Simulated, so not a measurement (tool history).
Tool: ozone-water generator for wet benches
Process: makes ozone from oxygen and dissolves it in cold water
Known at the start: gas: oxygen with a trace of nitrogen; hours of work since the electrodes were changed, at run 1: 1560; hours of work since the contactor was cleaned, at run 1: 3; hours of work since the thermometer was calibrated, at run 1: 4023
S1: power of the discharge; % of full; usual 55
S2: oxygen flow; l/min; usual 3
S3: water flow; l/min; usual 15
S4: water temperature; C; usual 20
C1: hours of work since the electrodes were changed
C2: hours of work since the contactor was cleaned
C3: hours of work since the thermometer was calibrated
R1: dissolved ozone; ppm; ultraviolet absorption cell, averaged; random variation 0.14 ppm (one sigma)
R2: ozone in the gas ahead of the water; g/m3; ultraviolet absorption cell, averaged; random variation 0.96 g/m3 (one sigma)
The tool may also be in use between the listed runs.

run	day	S1	S2	S3	S4	C1	C2	C3	R1	R2
1	0	55	3	15	20	1560	3	4023	15.8	163.6
2	1.362	55	3	15	20	1590	33	4052	16.3	164.6
# day 2.971: water thermometer calibrated
3	2.971	55	3	15	20	1625	68	0	15.9	162.5
4	4.708	55	3	15	20	1663	106	38	15.9	164.5
5	5.904	55	3	15	13	1689	132	64	17.4	162.2
6	7.117	55	3	15	13	1715	158	91	17	161.9
7	8.417	55	3	15	20	1744	187	119	16	162.8
8	10.158	55	3	15	20	1782	225	157	15.9	165.3
9	11.104	55	2.17	15	20	1802	245	178	15.4	193.3
10	11.917	55	3	15	20	1820	263	195	15.9	162.8
11	13.75	55	5.08	15	20	1860	303	236	16	122.2
12	15.158	55	3	15	20	1891	334	266	16.1	162.1
13	16.562	55	2.55	15	21	1922	365	297	15.7	178.3
14	17.829	55	2.55	17	25	1949	392	325	13.6	176.4
15	19.683	55	3	15	13	1990	433	365	17.4	162.4
16	20.704	55	3	15	13	2012	455	387	17.2	162
17	21.758	55	3	15	18	2035	478	410	16.2	161.5
18	23.417	55	3	15	18	2071	514	447	16.2	163.2
19	25.267	88	4.59	10	18	2112	555	487	28.7	171.5
20	26.9	88	4.59	10	18	2147	590	523	28.9	172

Run 21 comes next. What will it give?
21	28.238	88	4.59	10	18	2177	620	552	?	?

R1: 28.8 ppm
R2: 171.5 g/m3
Without the tool's hidden state the same run would have given R1 28.8 ppm, R2 175.9 g/m3.
